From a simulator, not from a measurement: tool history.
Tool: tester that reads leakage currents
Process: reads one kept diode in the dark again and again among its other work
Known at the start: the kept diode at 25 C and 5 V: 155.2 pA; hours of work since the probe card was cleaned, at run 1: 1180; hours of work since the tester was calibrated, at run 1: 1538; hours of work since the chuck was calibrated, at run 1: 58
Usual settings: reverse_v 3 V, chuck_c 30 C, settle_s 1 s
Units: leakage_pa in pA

| run | day | reverse_v | chuck_c | settle_s | hours of work since the probe card was cleaned | hours of work since the tester was calibrated | hours of work since the chuck was calibrated | leakage_pa |
|---|---|---|---|---|---|---|---|---|
| 1 | 0 | 3 | 30 | 1 | 1180 | 1538 | 58 | 197.7 |
| 2 | 1.258 | 3 | 30 | 1 | 1193 | 1550 | 71 | 197.36 |
| 3 | 4.029 | 3 | 30 | 0.43 | 1221 | 1579 | 99 | 200.02 |
| 4 | 5.329 | 3 | 30 | 0.43 | 1234 | 1592 | 112 | 198.65 |
| 5 | 6.854 | 1.25 | 30 | 1 | 1250 | 1607 | 128 | 129.53 |
| 6 | 9.238 | 13.44 | 30 | 1 | 1274 | 1632 | 152 | 409.87 |
| 7 | 11.383 | 13.44 | 30 | 1 | 1296 | 1653 | 174 | 408.43 |
| 8 | 12.962 | 13.44 | 30 | 1 | 1312 | 1670 | 190 | 411.21 |
| 9 | 14.208 | 3.57 | 30 | 0.94 | 1325 | 1682 | 203 | 213.96 |
| 10 | 16.317 | 2.62 | 26 | 0.96 | 1346 | 1704 | 224 | 126.5 |
| 11 | 18.679 | 11.48 | 39 | 1.04 | 1370 | 1728 | 248 | 864.52 |
| 12 | 20.267 | 14.46 | 32 | 2.5 | 1386 | 1744 | 265 | 508.95 |

Forecast each of these 5 alternatives for the next run:
| A | 21.712 | 1.57 | 30 | 1.52 | 1401 | 1759 | 279 | ? |
| B | 21.712 | 1.13 | 32 | 2.5 | 1401 | 1759 | 279 | ? |
| C | 21.712 | 3 | 30 | 0.51 | 1401 | 1759 | 279 | ? |
| D | 21.712 | 1.06 | 47 | 0.56 | 1401 | 1759 | 279 | ? |
| E | 21.712 | 5.35 | 21 | 9.07 | 1401 | 1759 | 279 | ? |

| run | leakage_pa |
|---|---|
| A | 144.76 |
| B | 148.77 |
| C | 199.19 |
| D | 546.74 |
| E | 108.26 |
Without the tool's hidden state the same runs would have given:
| run | leakage_pa |
|---|---|
| A | 144.71 |
| B | 148.72 |
| C | 199.11 |
| D | 546.59 |
| E | 108.2 |
